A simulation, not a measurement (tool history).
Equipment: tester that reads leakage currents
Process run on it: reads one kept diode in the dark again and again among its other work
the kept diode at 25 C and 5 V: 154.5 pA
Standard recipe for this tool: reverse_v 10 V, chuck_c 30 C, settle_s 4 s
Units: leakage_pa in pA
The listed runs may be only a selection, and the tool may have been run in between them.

run,day,reverse_v,chuck_c,settle_s,leakage_pa
1,0,10,30,4,305.16
2,1.325,10,36,4,471.8
3,2.158,10,36,4,473.87
4,3.967,10,30,0.85,305.04
5,5.229,10,30,0.85,307.5
6,6.175,10,30,0.85,305.56
7,7.188,10,30,3.23,305.46
8,8.108,10,30,2.34,304.1
9,9.888,1.7,30,4,132.04
10,10.729,10,30,3.61,302.06
11,11.892,10,30,3.61,304.44
12,13.333,1.9,23,1.35,81.28
13,14.35,1.9,23,1.35,80.68
14,15.821,4.2,23,0.49,118.78
15,17.229,4.2,23,0.49,119.22

Below, each run's measurement less what the same run would have read without the hidden state. Both values contain the same run-to-run variation, but the gauge's scatter may not be the same in both:
The hidden state here: stray current of the dirty probe card, pA a volt; current scale over the true one, %; true chuck temperature over the reading, C; drift of the gauge itself on leakage_pa, %.
run,leakage_pa
1,-7.57
2,-13.62
3,-13.9
4,-8.21
5,-8.46
6,-8.56
7,-8.73
8,-8.82
9,-5.03
10,-9.21
11,-9.46
12,-3.02
13,-3.04
14,-3.95
15,-4.05

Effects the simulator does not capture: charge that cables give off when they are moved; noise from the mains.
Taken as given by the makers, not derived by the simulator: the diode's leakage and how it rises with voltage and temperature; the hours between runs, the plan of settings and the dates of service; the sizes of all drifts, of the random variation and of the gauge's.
